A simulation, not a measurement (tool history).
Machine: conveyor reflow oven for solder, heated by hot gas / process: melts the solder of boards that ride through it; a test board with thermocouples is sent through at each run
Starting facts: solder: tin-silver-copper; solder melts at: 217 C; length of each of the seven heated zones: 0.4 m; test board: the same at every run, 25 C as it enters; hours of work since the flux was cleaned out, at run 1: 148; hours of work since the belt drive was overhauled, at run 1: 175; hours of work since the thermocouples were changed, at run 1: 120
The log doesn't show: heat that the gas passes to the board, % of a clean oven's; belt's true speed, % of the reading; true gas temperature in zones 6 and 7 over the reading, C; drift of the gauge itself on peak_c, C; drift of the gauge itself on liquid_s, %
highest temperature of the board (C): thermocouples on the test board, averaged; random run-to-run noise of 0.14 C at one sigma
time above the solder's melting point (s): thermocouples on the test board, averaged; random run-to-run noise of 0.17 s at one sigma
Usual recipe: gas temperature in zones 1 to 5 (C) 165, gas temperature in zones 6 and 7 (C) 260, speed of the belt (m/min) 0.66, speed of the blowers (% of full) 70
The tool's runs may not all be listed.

run   hour  gas temperature in zones 1 to 5 (C)  gas temperature in zones 6 and 7 (C)  speed of the belt (m/min)  speed of the blowers (% of full)  hours of work since the flux was cleaned out  hours of work since the belt drive was overhauled  hours of work since the thermocouples were changed  highest temperature of the board (C)  time above the solder's melting point (s)
  1      0                                  165                                   260                       0.66                                70                                           148                                                175                                                 120                                 243.8                                       45.1
  2   24.7                                  165                                   260                       0.66                                70                                           162                                                189                                                 134                                 243.6                                       45.5
  3   51.5                                  165                                   260                       0.66                                70                                           177                                                204                                                 149                                 243.7                                         45
  4   76.5                                  165                                   260                      0.619                                70                                           191                                                218                                                 163                                 245.5                                       50.5
  5   93.9                                  165                                   269                      0.619                                70                                           200                                                228                                                 173                                 253.2                                       56.4
  6  109.2                                  165                                   269                      0.619                                70                                           209                                                236                                                 181                                 253.3                                       56.4
  7  145.3                                  165                                   260                       0.66                                70                                           229                                                257                                                 202                                 243.3                                       44.8
  8  180.2                                  165                                   260                       0.66                                76                                           249                                                276                                                 221                                 244.5                                       46.3
  9  214.2                                  165                                   260                       0.66                                76                                           268                                                295                                                 240                                 244.5                                         46
 10  243.6                                  165                                   260                       0.66                                76                                           284                                                312                                                 257                                 244.2                                       46.1
 11  277.2                                  165                                   260                       0.53                                70                                           303                                                330                                                 276                                 249.6                                       64.7
 12  307.5                                  165                                   260                       0.53                                77                                           320                                                347                                                 293                                 250.5                                       65.8
 13  332.5                                  165                                   260                       0.66                                70                                           334                                                362                                                 307                                 242.7                                         44
 14  365.6                                  165                                   260                       0.66                                70                                           353                                                380                                                 325                                 242.5                                       43.7
 15  392.8                                  170                                   250                       0.66                                70                                           368                                                395                                                 340                                 234.8                                       37.6
 16  427.2                                  170                                   250                       0.66                                70                                           387                                                415                                                 360                                 235.1                                       37.6
 17  446.2                                  179                                   267                      0.548                                54                                           398                                                425                                                 370                                 252.7                                       68.8
 18  470.4                                  176                                   260                       0.66                                70                                           411                                                439                                                 384                                 244.5                                       49.3
 19  488.3                                  165                                   264                       0.66                                70                                           421                                                449                                                 394                                 245.7                                         46

Predict the results of run 20:
 20  524.2                                  162                                   254                      0.724                                70                                           441                                                469                                                 414                                     ?                                          ?

{"run 20": {"highest temperature of the board (C)": 233.3, "time above the solder's melting point (s)": 28.6}}
With the hidden condition absent and the run-to-run variation left alone, this run would have shown highest temperature of the board (C) 236.6, time above the solder's melting point (s) 33.3.
